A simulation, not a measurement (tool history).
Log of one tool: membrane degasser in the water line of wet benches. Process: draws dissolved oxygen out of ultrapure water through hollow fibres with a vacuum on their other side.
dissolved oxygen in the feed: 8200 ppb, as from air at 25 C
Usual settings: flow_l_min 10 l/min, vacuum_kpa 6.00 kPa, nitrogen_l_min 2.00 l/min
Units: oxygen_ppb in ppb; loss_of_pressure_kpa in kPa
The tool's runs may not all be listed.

{"run": 1, "day": 0.0, "flow_l_min": 10, "vacuum_kpa": 6.0, "nitrogen_l_min": 2.0, "oxygen_ppb": 40.1, "loss_of_pressure_kpa": 59.97}
{"run": 2, "day": 7.579, "flow_l_min": 15, "vacuum_kpa": 6.0, "nitrogen_l_min": 2.0, "oxygen_ppb": 87.0, "loss_of_pressure_kpa": 90.03}
{"run": 3, "day": 16.396, "flow_l_min": 15, "vacuum_kpa": 6.0, "nitrogen_l_min": 2.0, "oxygen_ppb": 87.1, "loss_of_pressure_kpa": 90.31}
{"run": 4, "day": 25.446, "flow_l_min": 15, "vacuum_kpa": 6.0, "nitrogen_l_min": 2.0, "oxygen_ppb": 87.5, "loss_of_pressure_kpa": 90.39}
{"run": 5, "day": 29.783, "flow_l_min": 10, "vacuum_kpa": 6.0, "nitrogen_l_min": 2.0, "oxygen_ppb": 41.0, "loss_of_pressure_kpa": 60.72}
{"run": 6, "day": 39.883, "flow_l_min": 10, "vacuum_kpa": 6.0, "nitrogen_l_min": 2.0, "oxygen_ppb": 39.8, "loss_of_pressure_kpa": 60.42}
{"run": 7, "day": 45.662, "flow_l_min": 7, "vacuum_kpa": 6.0, "nitrogen_l_min": 2.0, "oxygen_ppb": 24.9, "loss_of_pressure_kpa": 42.26}
{"run": 8, "day": 52.192, "flow_l_min": 7, "vacuum_kpa": 6.0, "nitrogen_l_min": 2.0, "oxygen_ppb": 25.5, "loss_of_pressure_kpa": 42.51}
{"run": 9, "day": 57.604, "flow_l_min": 7, "vacuum_kpa": 6.0, "nitrogen_l_min": 2.0, "oxygen_ppb": 25.3, "loss_of_pressure_kpa": 42.34}
{"run": 10, "day": 67.842, "flow_l_min": 10, "vacuum_kpa": 7.56, "nitrogen_l_min": 2.0, "oxygen_ppb": 58.9, "loss_of_pressure_kpa": 61.27}
{"run": 11, "day": 76.162, "flow_l_min": 10, "vacuum_kpa": 7.56, "nitrogen_l_min": 2.0, "oxygen_ppb": 59.9, "loss_of_pressure_kpa": 61.06}
{"run": 12, "day": 83.138, "flow_l_min": 10, "vacuum_kpa": 7.56, "nitrogen_l_min": 2.0, "oxygen_ppb": 59.6, "loss_of_pressure_kpa": 60.83}
{"run": 13, "day": 90.804, "flow_l_min": 10, "vacuum_kpa": 7.56, "nitrogen_l_min": 2.0, "oxygen_ppb": 59.8, "loss_of_pressure_kpa": 61.21}
{"run": 14, "day": 98.854, "flow_l_min": 10, "vacuum_kpa": 6.0, "nitrogen_l_min": 0.94, "oxygen_ppb": 77.9, "loss_of_pressure_kpa": 61.47}
{"run": 15, "day": 107.442, "flow_l_min": 9, "vacuum_kpa": 6.0, "nitrogen_l_min": 2.0, "oxygen_ppb": 35.5, "loss_of_pressure_kpa": 55.27}
{"run": 16, "day": 117.717, "flow_l_min": 11, "vacuum_kpa": 10.32, "nitrogen_l_min": 3.39, "oxygen_ppb": 67.1, "loss_of_pressure_kpa": 67.75}
{"run": 17, "day": 123.342, "flow_l_min": 13, "vacuum_kpa": 6.67, "nitrogen_l_min": 1.96, "oxygen_ppb": 78.0, "loss_of_pressure_kpa": 79.66}
{"run": 18, "day": 132.775, "flow_l_min": 13, "vacuum_kpa": 5.25, "nitrogen_l_min": 1.96, "oxygen_ppb": 56.0, "loss_of_pressure_kpa": 80.36}
{"run": 19, "day": 137.308, "flow_l_min": 10, "vacuum_kpa": 6.0, "nitrogen_l_min": 2.0, "oxygen_ppb": 42.0, "loss_of_pressure_kpa": 62.07}
{"run": 20, "day": 144.092, "flow_l_min": 10, "vacuum_kpa": 7.05, "nitrogen_l_min": 1.39, "oxygen_ppb": 75.7, "loss_of_pressure_kpa": 61.82}
{"run": 21, "day": 150.258, "flow_l_min": 11, "vacuum_kpa": 9.3, "nitrogen_l_min": 2.0, "oxygen_ppb": 93.5, "loss_of_pressure_kpa": 68.17}
{"run": 22, "day": 156.708, "flow_l_min": 11, "vacuum_kpa": 9.3, "nitrogen_l_min": 3.39, "oxygen_ppb": 60.7, "loss_of_pressure_kpa": 68.49}
{"run": 23, "day": 163.1, "flow_l_min": 11, "vacuum_kpa": 9.3, "nitrogen_l_min": 3.39, "oxygen_ppb": 60.9, "loss_of_pressure_kpa": 68.63}
{"run": 24, "day": 173.417, "flow_l_min": 11, "vacuum_kpa": 9.3, "nitrogen_l_min": 3.39, "oxygen_ppb": 61.3, "loss_of_pressure_kpa": 68.64}
{"run": 25, "day": 179.825, "flow_l_min": 11, "vacuum_kpa": 9.3, "nitrogen_l_min": 3.39, "oxygen_ppb": 61.2, "loss_of_pressure_kpa": 68.52}
{"run": 26, "day": 184.121, "flow_l_min": 8, "vacuum_kpa": 6.0, "nitrogen_l_min": 3.2, "oxygen_ppb": 20.2, "loss_of_pressure_kpa": 49.92}
{"run": 27, "day": 193.671, "flow_l_min": 14, "vacuum_kpa": 6.0, "nitrogen_l_min": 3.2, "oxygen_ppb": 65.2, "loss_of_pressure_kpa": 87.46}
{"run": 28, "day": 198.008, "flow_l_min": 14, "vacuum_kpa": 6.0, "nitrogen_l_min": 3.2, "oxygen_ppb": 65.1, "loss_of_pressure_kpa": 87.72}
{"run": 29, "day": 203.162, "flow_l_min": 8, "vacuum_kpa": 3.88, "nitrogen_l_min": 2.0, "oxygen_ppb": 10.4, "loss_of_pressure_kpa": 49.93}
{"run": 30, "day": 211.125, "flow_l_min": 8, "vacuum_kpa": 3.88, "nitrogen_l_min": 2.0, "oxygen_ppb": 10.4, "loss_of_pressure_kpa": 50.52}

Taken out of this log: 2 entries between the listed runs. Where each belongs, and how the hidden state differs across it:
Between runs 5 and 6: vacuum gauge calibrated (day 33.767)
  membrane still open, %: 98.3 -> 98.1; true pressure behind the membrane over the reading, kPa: 0.14 -> 0.01; air that leaks in behind the membrane, l/min: 0.0038 -> 0.0042
  measured less the result without the state, oxygen_ppb: +2.5 -> +1.0 ppb; loss_of_pressure_kpa: +1.01 -> +1.15 kPa
Between runs 28 and 29: seals of the vacuum lines changed (day 203.025)
  membrane still open, %: 94.6 -> 94.5; true pressure behind the membrane over the reading, kPa: 0.16 -> 0.17; air that leaks in behind the membrane, l/min: 0.0101 -> 0.002
  measured less the result without the state, oxygen_ppb: +11.1 -> +2.3 ppb; loss_of_pressure_kpa: +4.71 -> +2.75 kPa

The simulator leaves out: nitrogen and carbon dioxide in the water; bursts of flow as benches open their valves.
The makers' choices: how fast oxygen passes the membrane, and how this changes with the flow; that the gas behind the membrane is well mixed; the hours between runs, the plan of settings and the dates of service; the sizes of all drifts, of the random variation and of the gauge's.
